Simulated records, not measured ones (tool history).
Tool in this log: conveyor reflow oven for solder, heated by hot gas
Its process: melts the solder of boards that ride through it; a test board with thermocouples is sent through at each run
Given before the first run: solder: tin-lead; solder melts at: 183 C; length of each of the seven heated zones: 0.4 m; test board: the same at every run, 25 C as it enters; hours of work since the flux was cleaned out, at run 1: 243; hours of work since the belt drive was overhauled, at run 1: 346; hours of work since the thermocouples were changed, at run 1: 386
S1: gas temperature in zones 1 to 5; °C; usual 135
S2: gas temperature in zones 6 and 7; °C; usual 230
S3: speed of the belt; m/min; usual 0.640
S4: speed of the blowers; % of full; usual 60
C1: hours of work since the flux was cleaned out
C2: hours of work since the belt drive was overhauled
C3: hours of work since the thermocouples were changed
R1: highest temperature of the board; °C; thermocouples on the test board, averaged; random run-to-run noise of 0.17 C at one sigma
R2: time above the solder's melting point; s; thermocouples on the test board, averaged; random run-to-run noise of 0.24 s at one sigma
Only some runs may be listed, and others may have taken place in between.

{"run": 1, "hour": 0.0, "S1": 135, "S2": 230, "S3": 0.64, "S4": 60, "C1": 243, "C2": 346, "C3": 386, "R1": 199.7, "R2": 34.3}
{"run": 2, "hour": 17.0, "S1": 135, "S2": 230, "S3": 0.64, "S4": 60, "C1": 256, "C2": 358, "C3": 399, "R1": 199.5, "R2": 34.2}
{"run": 3, "hour": 46.5, "S1": 135, "S2": 230, "S3": 0.64, "S4": 60, "C1": 278, "C2": 380, "C3": 420, "R1": 199.2, "R2": 33.3}
{"hour": 80.7, "done": "flux residue cleaned out of gas plates and filters"}
{"run": 4, "hour": 91.4, "S1": 135, "S2": 230, "S3": 0.64, "S4": 60, "C1": 8, "C2": 410, "C3": 450, "R1": 201.6, "R2": 37.1}
{"run": 5, "hour": 109.4, "S1": 135, "S2": 230, "S3": 0.64, "S4": 60, "C1": 21, "C2": 423, "C3": 463, "R1": 201.6, "R2": 37.0}
{"run": 6, "hour": 138.7, "S1": 135, "S2": 230, "S3": 0.64, "S4": 60, "C1": 43, "C2": 444, "C3": 485, "R1": 201.1, "R2": 36.8}
{"run": 7, "hour": 159.3, "S1": 135, "S2": 230, "S3": 0.64, "S4": 60, "C1": 58, "C2": 460, "C3": 500, "R1": 201.4, "R2": 36.4}
{"run": 8, "hour": 177.5, "S1": 135, "S2": 230, "S3": 0.64, "S4": 60, "C1": 72, "C2": 473, "C3": 513, "R1": 200.8, "R2": 36.4}
{"run": 9, "hour": 214.3, "S1": 135, "S2": 230, "S3": 0.64, "S4": 55, "C1": 99, "C2": 500, "C3": 541, "R1": 199.1, "R2": 32.9}
{"run": 10, "hour": 236.5, "S1": 135, "S2": 230, "S3": 0.64, "S4": 55, "C1": 115, "C2": 517, "C3": 557, "R1": 198.9, "R2": 33.0}
{"run": 11, "hour": 262.4, "S1": 135, "S2": 233, "S3": 0.64, "S4": 55, "C1": 134, "C2": 536, "C3": 576, "R1": 200.8, "R2": 35.6}
{"run": 12, "hour": 290.0, "S1": 135, "S2": 233, "S3": 0.64, "S4": 55, "C1": 155, "C2": 556, "C3": 597, "R1": 200.5, "R2": 34.7}
{"run": 13, "hour": 317.8, "S1": 135, "S2": 233, "S3": 0.64, "S4": 55, "C1": 175, "C2": 577, "C3": 617, "R1": 200.4, "R2": 35.0}
{"run": 14, "hour": 344.4, "S1": 124, "S2": 230, "S3": 0.64, "S4": 60, "C1": 195, "C2": 597, "C3": 637, "R1": 196.7, "R2": 27.1}
{"run": 15, "hour": 364.4, "S1": 139, "S2": 230, "S3": 0.625, "S4": 60, "C1": 210, "C2": 611, "C3": 652, "R1": 201.6, "R2": 39.7}
{"run": 16, "hour": 381.6, "S1": 139, "S2": 230, "S3": 0.584, "S4": 60, "C1": 222, "C2": 624, "C3": 664, "R1": 203.9, "R2": 46.4}
{"run": 17, "hour": 420.0, "S1": 135, "S2": 232, "S3": 0.597, "S4": 60, "C1": 251, "C2": 652, "C3": 693, "R1": 203.5, "R2": 42.9}
{"run": 18, "hour": 447.3, "S1": 135, "S2": 230, "S3": 0.648, "S4": 58, "C1": 271, "C2": 673, "C3": 713, "R1": 197.8, "R2": 30.7}
{"hour": 491.4, "done": "flux residue cleaned out of gas plates and filters"}
{"run": 19, "hour": 491.7, "S1": 126, "S2": 226, "S3": 0.562, "S4": 60, "C1": 0, "C2": 702, "C3": 742, "R1": 200.9, "R2": 39.8}
{"run": 20, "hour": 508.7, "S1": 137, "S2": 226, "S3": 0.723, "S4": 60, "C1": 13, "C2": 714, "C3": 755, "R1": 193.7, "R2": 22.3}

Alternative continuations, all from the tool just after run 20; predict every row:
{"run": "A", "hour": 529.1, "S1": 135, "S2": 231, "S3": 0.64, "S4": 89, "C1": 28, "C2": 729, "C3": 770, "R1": "?", "R2": "?"}
{"run": "B", "hour": 529.1, "S1": 132, "S2": 226, "S3": 0.723, "S4": 60, "C1": 28, "C2": 729, "C3": 770, "R1": "?", "R2": "?"}
{"run": "C", "hour": 529.1, "S1": 135, "S2": 243, "S3": 0.714, "S4": 60, "C1": 28, "C2": 729, "C3": 770, "R1": "?", "R2": "?"}

run=A R1=209.5 R2=47.9
run=B R1=192.2 R2=18.1
run=C R1=205.4 R2=37.3
Had the tool no hidden state, the same runs would have come out as:
run=A R1=211.2 R2=48.8
run=B R1=193.5 R2=20.0
run=C R1=206.8 R2=38.3
